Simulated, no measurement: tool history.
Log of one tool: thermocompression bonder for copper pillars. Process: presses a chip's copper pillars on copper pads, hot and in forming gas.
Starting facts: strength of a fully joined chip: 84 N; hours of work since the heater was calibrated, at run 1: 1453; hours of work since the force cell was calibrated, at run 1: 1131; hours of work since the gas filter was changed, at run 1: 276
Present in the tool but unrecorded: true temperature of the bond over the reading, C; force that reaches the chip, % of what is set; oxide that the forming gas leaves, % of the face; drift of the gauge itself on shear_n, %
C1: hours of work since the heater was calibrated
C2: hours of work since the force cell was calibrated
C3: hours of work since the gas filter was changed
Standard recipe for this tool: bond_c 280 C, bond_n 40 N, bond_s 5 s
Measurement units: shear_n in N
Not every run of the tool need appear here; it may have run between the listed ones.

run 1 hour=0.0 | bond_c=280 bond_n=40 bond_s=5 | C1=1453 C2=1131 C3=276 | shear_n=29.3
run 2 hour=22.7 | bond_c=280 bond_n=40 bond_s=8 | C1=1468 C2=1146 C3=291 | shear_n=35.1
run 3 hour=42.8 | bond_c=277 bond_n=40 bond_s=5 | C1=1482 C2=1160 C3=305 | shear_n=28.2
run 4 hour=66.0 | bond_c=277 bond_n=40 bond_s=5 | C1=1498 C2=1176 C3=321 | shear_n=28.1
run 5 hour=93.1 | bond_c=280 bond_n=40 bond_s=5 | C1=1517 C2=1195 C3=340 | shear_n=29.3
-- hour=119.2 forming gas filter changed
run 6 hour=120.0 | bond_c=280 bond_n=40 bond_s=5 | C1=1535 C2=1213 C3=1 | shear_n=31.7
run 7 hour=144.9 | bond_c=280 bond_n=40 bond_s=5 | C1=1552 C2=1230 C3=18 | shear_n=31.4
run 8 hour=181.6 | bond_c=259 bond_n=40 bond_s=5 | C1=1577 C2=1255 C3=43 | shear_n=23.5
run 9 hour=207.2 | bond_c=280 bond_n=40 bond_s=4 | C1=1595 C2=1273 C3=61 | shear_n=28.6
run 10 hour=249.2 | bond_c=294 bond_n=40 bond_s=4 | C1=1624 C2=1302 C3=89 | shear_n=34.0
run 11 hour=294.0 | bond_c=294 bond_n=40 bond_s=4 | C1=1655 C2=1333 C3=120 | shear_n=33.7
run 12 hour=317.9 | bond_c=294 bond_n=40 bond_s=4 | C1=1671 C2=1349 C3=137 | shear_n=33.7
run 13 hour=355.6 | bond_c=294 bond_n=40 bond_s=4 | C1=1697 C2=1375 C3=163 | shear_n=33.6
run 14 hour=381.2 | bond_c=294 bond_n=40 bond_s=4 | C1=1715 C2=1393 C3=180 | shear_n=33.3
run 15 hour=402.6 | bond_c=280 bond_n=40 bond_s=5 | C1=1729 C2=1407 C3=195 | shear_n=30.7
run 16 hour=426.5 | bond_c=280 bond_n=40 bond_s=5 | C1=1746 C2=1424 C3=211 | shear_n=30.4
run 17 hour=454.4 | bond_c=280 bond_n=40 bond_s=5 | C1=1765 C2=1443 C3=231 | shear_n=30.1
-- hour=489.7 heater calibrated with a thermocouple chip
run 18 hour=498.0 | bond_c=280 bond_n=40 bond_s=5 | C1=6 C2=1472 C3=259 | shear_n=29.4
run 19 hour=532.1 | bond_c=280 bond_n=40 bond_s=13 | C1=29 C2=1495 C3=283 | shear_n=41.4
run 20 hour=554.9 | bond_c=280 bond_n=40 bond_s=13 | C1=45 C2=1511 C3=298 | shear_n=41.1
run 21 hour=583.5 | bond_c=280 bond_n=40 bond_s=13 | C1=65 C2=1530 C3=318 | shear_n=41.2
run 22 hour=605.3 | bond_c=260 bond_n=56 bond_s=8 | C1=80 C2=1546 C3=333 | shear_n=32.8
-- hour=641.5 forming gas filter changed
run 23 hour=644.9 | bond_c=280 bond_n=58 bond_s=5 | C1=106 C2=1572 C3=2 | shear_n=39.2
run 24 hour=673.5 | bond_c=280 bond_n=58 bond_s=5 | C1=126 C2=1592 C3=22 | shear_n=39.0
run 25 hour=708.9 | bond_c=260 bond_n=57 bond_s=14 | C1=150 C2=1616 C3=46 | shear_n=43.4
run 26 hour=742.5 | bond_c=260 bond_n=57 bond_s=14 | C1=174 C2=1640 C3=70 | shear_n=43.4
run 27 hour=787.1 | bond_c=306 bond_n=57 bond_s=6 | C1=204 C2=1670 C3=100 | shear_n=52.7
run 28 hour=817.6 | bond_c=306 bond_n=57 bond_s=6 | C1=225 C2=1691 C3=121 | shear_n=52.1
run 29 hour=852.4 | bond_c=279 bond_n=43 bond_s=6 | C1=249 C2=1715 C3=145 | shear_n=34.1
run 30 hour=871.7 | bond_c=279 bond_n=47 bond_s=6 | C1=263 C2=1729 C3=158 | shear_n=35.5
run 31 hour=916.3 | bond_c=279 bond_n=27 bond_s=6 | C1=293 C2=1759 C3=189 | shear_n=25.0
run 32 hour=943.5 | bond_c=304 bond_n=42 bond_s=7 | C1=312 C2=1778 C3=208 | shear_n=45.8
run 33 hour=988.2 | bond_c=304 bond_n=42 bond_s=7 | C1=343 C2=1809 C3=239 | shear_n=45.3
run 34 hour=1016.0 | bond_c=308 bond_n=40 bond_s=7 | C1=362 C2=1828 C3=258 | shear_n=45.9
run 35 hour=1057.6 | bond_c=308 bond_n=40 bond_s=7 | C1=391 C2=1856 C3=286 | shear_n=45.6
run 36 hour=1101.1 | bond_c=290 bond_n=40 bond_s=12 | C1=420 C2=1886 C3=316 | shear_n=45.3
run 37 hour=1145.5 | bond_c=280 bond_n=40 bond_s=8 | C1=451 C2=1917 C3=347 | shear_n=35.1
-- hour=1163.5 forming gas filter changed
run 38 hour=1165.7 | bond_c=280 bond_n=40 bond_s=8 | C1=465 C2=1931 C3=1 | shear_n=38.2
run 39 hour=1185.7 | bond_c=280 bond_n=40 bond_s=14 | C1=478 C2=1944 C3=15 | shear_n=45.9
run 40 hour=1214.0 | bond_c=295 bond_n=53 bond_s=4 | C1=498 C2=1964 C3=35 | shear_n=41.2
run 41 hour=1251.7 | bond_c=270 bond_n=25 bond_s=13 | C1=524 C2=1990 C3=61 | shear_n=30.0

What if the next run were any one of these 3? Each begins from the tool's condition after run 41:
run A hour=1274.5 | bond_c=308 bond_n=29 bond_s=5 | C1=539 C2=2005 C3=76 | shear_n=?
run B hour=1274.5 | bond_c=280 bond_n=58 bond_s=3 | C1=539 C2=2005 C3=76 | shear_n=?
run C hour=1274.5 | bond_c=273 bond_n=40 bond_s=5 | C1=539 C2=2005 C3=76 | shear_n=?

run=A shear_n=36.4
run=B shear_n=32.7
run=C shear_n=28.5
Stripped of hidden state, with their random variation kept, the same runs would have yielded:
run=A shear_n=34.2
run=B shear_n=30.5
run=C shear_n=26.5

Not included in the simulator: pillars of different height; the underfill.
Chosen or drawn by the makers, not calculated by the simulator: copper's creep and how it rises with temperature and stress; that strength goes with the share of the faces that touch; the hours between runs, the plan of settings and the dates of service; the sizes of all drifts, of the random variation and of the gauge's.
